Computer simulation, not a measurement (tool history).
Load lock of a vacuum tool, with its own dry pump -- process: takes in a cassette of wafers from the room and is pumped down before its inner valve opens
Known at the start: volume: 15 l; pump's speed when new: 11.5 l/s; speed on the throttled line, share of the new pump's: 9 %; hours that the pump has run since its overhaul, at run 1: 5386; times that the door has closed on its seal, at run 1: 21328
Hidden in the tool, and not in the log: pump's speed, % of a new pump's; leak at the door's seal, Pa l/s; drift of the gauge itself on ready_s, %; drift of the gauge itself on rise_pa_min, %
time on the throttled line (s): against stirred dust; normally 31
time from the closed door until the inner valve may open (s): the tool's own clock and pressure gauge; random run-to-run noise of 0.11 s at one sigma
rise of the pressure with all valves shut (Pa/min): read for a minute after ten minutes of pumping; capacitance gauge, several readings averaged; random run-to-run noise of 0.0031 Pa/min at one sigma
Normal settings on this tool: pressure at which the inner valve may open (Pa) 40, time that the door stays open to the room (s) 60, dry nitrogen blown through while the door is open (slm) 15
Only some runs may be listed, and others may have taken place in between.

run,hour,time on the throttled line (s),pressure at which the inner valve may open (Pa),time that the door stays open to the room (s),dry nitrogen blown through while the door is open (slm),hours that the pump has run since its overhaul,times that the door has closed on its seal,"incoming humidity of the room's air, %",time from the closed door until the inner valve may open (s),rise of the pressure with all valves shut (Pa/min)
1,0,31,40,60,15,5386,21328,43.9,38.6,0.07
2,414.1,31,40,60,15,5800,22444,48.1,38.5,0.075
3,797,31,40,60,15,6183,23476,48.8,38.4,0.077
4,1137,31,40,60,15,6523,24392,45.5,38.7,0.07
5,1528.9,31,40,60,15,6915,25449,47.2,38.8,0.078
6,1995.1,31,40,60,15,7381,26705,44.7,38.4,0.076
7,2342.5,31,40,60,15,7729,27642,49.2,38.5,0.082
8,2731.2,31,40,60,15,8117,28689,44.3,38.5,0.07
9,3054.4,31,40,60,15,8440,29561,45.2,38.4,0.069
10,3472.8,31,40,60,15,8859,30688,44.4,38.5,0.07
11,3810.9,31,40,60,15,9197,31600,43.1,38.2,0.067
12,4243.5,31,40,60,15,9630,32766,44.1,38.7,0.071
13,4663.4,31,40,60,15,10050,33898,46,38.5,0.074
14,4887.6,31,40,60,15,10274,34502,45.5,38.4,0.073
15,5321,31,40,60,15,10707,35670,44,38.7,0.067
16,5557.4,31,40,60,15,10944,36307,46.7,38.6,0.078
17,5857.5,31,40,60,15,11244,37116,45,38.5,0.074
18,6178.2,31,40,60,15,11564,37981,43.8,38.5,0.069
19,6455.4,31,40,60,23,11842,38728,48.7,38.6,0.062
20,6886,46,54,135,6,12272,39888,45,51.6,0.129
21,7235.9,31,73,60,15,12622,40832,45.5,37.5,0.073
22,7663.5,43,40,60,5,13050,41984,45.6,49.2,0.091
# hour 8024.4: door's seal changed, seat wiped
23,8063.3,43,40,60,5,13448,105,43,49.6,0.079
24,8265,41,70,233,8,13650,648,45.5,47,0.154
25,8558.2,42,34,60,15,13943,1438,44.1,48.8,0.077
26,8842.8,31,71,126,12,14227,2206,44.4,37.6,0.107
27,9244.2,18,32,178,18,14629,3288,46,26.9,0.108
28,9476.5,31,60,60,13,14861,3914,44.9,37.8,0.066
29,9771.8,48,40,60,13,15156,4710,46.5,54.1,0.076
30,9970.6,17,41,52,10,15355,5246,43.9,25.6,0.072
31,10423.5,17,41,52,10,15808,6466,42.5,25.9,0.075
32,10684.6,29,41,158,12,16069,7170,48.2,36.8,0.125
33,11142.3,29,41,158,12,16527,8404,46.1,36.5,0.119
34,11476.2,31,35,60,19,16861,9304,42,38.8,0.065
# hour 11868.1: dry pump taken out, an overhauled one fitted
35,11899.3,31,35,60,19,31,10428,42.2,38.6,0.063
36,12333.2,18,35,60,10,465,11598,43.4,26.9,0.083
37,12675.9,17,58,60,10,808,12521,44.9,25.2,0.083

Predict each of these 4 candidate next runs independently; none follows another, all start after run 37:
A,13020.3,31,40,89,15,1152,13450,40.8,?,?
B,13020.3,51,78,34,15,1152,13450,45.3,?,?
C,13020.3,17,58,45,5,1152,13450,45.1,?,?
D,13020.3,31,40,26,9,1152,13450,46.7,?,?

run,time from the closed door until the inner valve may open (s),rise of the pressure with all valves shut (Pa/min)
A,38.7,0.077
B,55.8,0.06
C,25.1,0.086
D,38.3,0.057
With no hidden state in the tool, these same runs would have given:
run,time from the closed door until the inner valve may open (s),rise of the pressure with all valves shut (Pa/min)
A,38.7,0.077
B,55.8,0.059
C,25.1,0.085
D,38.3,0.056

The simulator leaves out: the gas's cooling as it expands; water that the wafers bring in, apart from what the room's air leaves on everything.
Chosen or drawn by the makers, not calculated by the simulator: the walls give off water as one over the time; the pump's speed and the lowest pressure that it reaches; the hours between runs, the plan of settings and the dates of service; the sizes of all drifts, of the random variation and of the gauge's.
